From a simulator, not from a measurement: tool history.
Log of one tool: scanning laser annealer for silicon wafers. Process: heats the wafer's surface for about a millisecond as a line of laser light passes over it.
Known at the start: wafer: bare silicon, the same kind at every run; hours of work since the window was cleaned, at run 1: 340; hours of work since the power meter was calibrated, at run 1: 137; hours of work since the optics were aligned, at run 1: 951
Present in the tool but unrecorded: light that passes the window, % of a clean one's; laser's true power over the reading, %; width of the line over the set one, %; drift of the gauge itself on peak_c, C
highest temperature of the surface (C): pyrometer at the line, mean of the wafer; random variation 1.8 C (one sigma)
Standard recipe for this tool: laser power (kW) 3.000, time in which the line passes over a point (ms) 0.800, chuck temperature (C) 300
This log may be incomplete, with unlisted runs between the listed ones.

run,day,laser power (kW),time in which the line passes over a point (ms),chuck temperature (C),hours of work since the window was cleaned,hours of work since the power meter was calibrated,hours of work since the optics were aligned,highest temperature of the surface (C)
1,0.000,3.000,0.800,300,340,137,951,1022
2,2.238,3.000,0.800,300,380,176,990,1018
3,4.883,3.000,0.800,300,427,223,1037,1013
4,6.175,3.000,0.800,300,450,246,1060,1014
5,7.762,3.000,0.800,274,478,275,1088,986
# day 8.612: window over the wafer cleaned
6,9.708,3.000,0.800,274,19,308,1121,1015
7,11.771,3.000,0.800,274,56,344,1158,1012
8,13.238,2.557,0.800,290,82,370,1184,922
9,15.104,3.000,0.800,278,115,403,1217,1016
10,17.746,3.145,0.800,278,162,450,1264,1041
11,20.192,3.145,0.800,278,206,494,1308,1042
12,22.658,2.829,0.955,278,249,537,1351,1037
13,24.979,2.829,0.955,278,291,579,1393,1033
14,26.204,3.017,0.721,316,312,600,1414,998

Had the tool no unlogged condition, and each run kept its random variation, what would the results have been?
run,highest temperature of the surface (C)
1,1053
2,1052
3,1051
4,1054
5,1028
6,1025
7,1024
8,934
9,1033
10,1062
11,1067
12,1066
13,1065
14,1028

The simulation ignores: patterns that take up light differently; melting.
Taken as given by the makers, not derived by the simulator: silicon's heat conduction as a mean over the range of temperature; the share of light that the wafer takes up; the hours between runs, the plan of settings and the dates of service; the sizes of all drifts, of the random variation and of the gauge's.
